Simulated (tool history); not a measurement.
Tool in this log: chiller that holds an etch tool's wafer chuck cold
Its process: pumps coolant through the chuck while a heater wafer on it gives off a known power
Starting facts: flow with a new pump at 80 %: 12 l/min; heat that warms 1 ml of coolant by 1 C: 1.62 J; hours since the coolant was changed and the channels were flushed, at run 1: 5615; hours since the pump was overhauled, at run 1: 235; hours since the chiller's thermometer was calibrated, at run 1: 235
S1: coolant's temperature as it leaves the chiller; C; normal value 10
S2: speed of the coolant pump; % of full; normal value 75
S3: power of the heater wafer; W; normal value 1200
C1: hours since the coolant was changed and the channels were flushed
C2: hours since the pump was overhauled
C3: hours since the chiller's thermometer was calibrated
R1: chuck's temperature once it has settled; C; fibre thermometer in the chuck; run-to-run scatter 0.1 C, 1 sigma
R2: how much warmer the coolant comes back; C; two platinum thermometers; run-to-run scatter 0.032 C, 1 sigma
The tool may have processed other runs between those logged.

{"run": 1, "hour": 0.0, "S1": 10, "S2": 75, "S3": 1200, "C1": 5615, "C2": 235, "C3": 235, "R1": 21.9, "R2": 3.91}
{"run": 2, "hour": 97.1, "S1": 5, "S2": 75, "S3": 1200, "C1": 5712, "C2": 332, "C3": 332, "R1": 17.0, "R2": 3.93}
{"run": 3, "hour": 191.1, "S1": 5, "S2": 75, "S3": 1200, "C1": 5806, "C2": 426, "C3": 426, "R1": 17.0, "R2": 3.9}
{"run": 4, "hour": 259.5, "S1": 5, "S2": 75, "S3": 1200, "C1": 5875, "C2": 495, "C3": 495, "R1": 16.9, "R2": 3.87}
{"run": 5, "hour": 333.7, "S1": 5, "S2": 75, "S3": 1200, "C1": 5949, "C2": 569, "C3": 569, "R1": 16.9, "R2": 3.96}
{"run": 6, "hour": 401.5, "S1": 5, "S2": 75, "S3": 1200, "C1": 6017, "C2": 637, "C3": 637, "R1": 16.9, "R2": 3.91}
{"run": 7, "hour": 448.4, "S1": 5, "S2": 74, "S3": 834, "C1": 6064, "C2": 684, "C3": 684, "R1": 13.2, "R2": 2.78}
{"run": 8, "hour": 540.3, "S1": 14, "S2": 61, "S3": 1576, "C1": 6156, "C2": 776, "C3": 776, "R1": 32.5, "R2": 6.44}
{"run": 9, "hour": 601.3, "S1": 14, "S2": 61, "S3": 1576, "C1": 6217, "C2": 837, "C3": 837, "R1": 32.5, "R2": 6.43}
{"run": 10, "hour": 709.5, "S1": 14, "S2": 61, "S3": 1576, "C1": 6325, "C2": 945, "C3": 945, "R1": 32.5, "R2": 6.41}
{"run": 11, "hour": 791.6, "S1": 20, "S2": 92, "S3": 1200, "C1": 6407, "C2": 1027, "C3": 1027, "R1": 30.5, "R2": 3.16}
{"run": 12, "hour": 842.9, "S1": 20, "S2": 63, "S3": 1200, "C1": 6458, "C2": 1078, "C3": 1078, "R1": 33.7, "R2": 4.68}

Branching from run 12: 5 alternative next runs. What would each branch give?
{"run": "A", "hour": 920.8, "S1": 6, "S2": 67, "S3": 754, "C1": 6536, "C2": 1156, "C3": 1156, "R1": "?", "R2": "?"}
{"run": "B", "hour": 920.8, "S1": 11, "S2": 63, "S3": 1231, "C1": 6536, "C2": 1156, "C3": 1156, "R1": "?", "R2": "?"}
{"run": "C", "hour": 920.8, "S1": 20, "S2": 63, "S3": 798, "C1": 6536, "C2": 1156, "C3": 1156, "R1": "?", "R2": "?"}
{"run": "D", "hour": 920.8, "S1": 7, "S2": 63, "S3": 1200, "C1": 6536, "C2": 1156, "C3": 1156, "R1": "?", "R2": "?"}
{"run": "E", "hour": 920.8, "S1": 12, "S2": 81, "S3": 1200, "C1": 6536, "C2": 1156, "C3": 1156, "R1": "?", "R2": "?"}

run=A R1=14.1 R2=2.79
run=B R1=24.9 R2=4.86
run=C R1=28.9 R2=3.10
run=D R1=20.8 R2=4.73
run=E R1=23.5 R2=3.66
Take away the tool's hidden state, keep each run's random variation, and the runs would have read:
run=A R1=13.7 R2=2.79
run=B R1=24.0 R2=4.86
run=C R1=28.4 R2=3.10
run=D R1=19.9 R2=4.73
run=E R1=22.7 R2=3.66
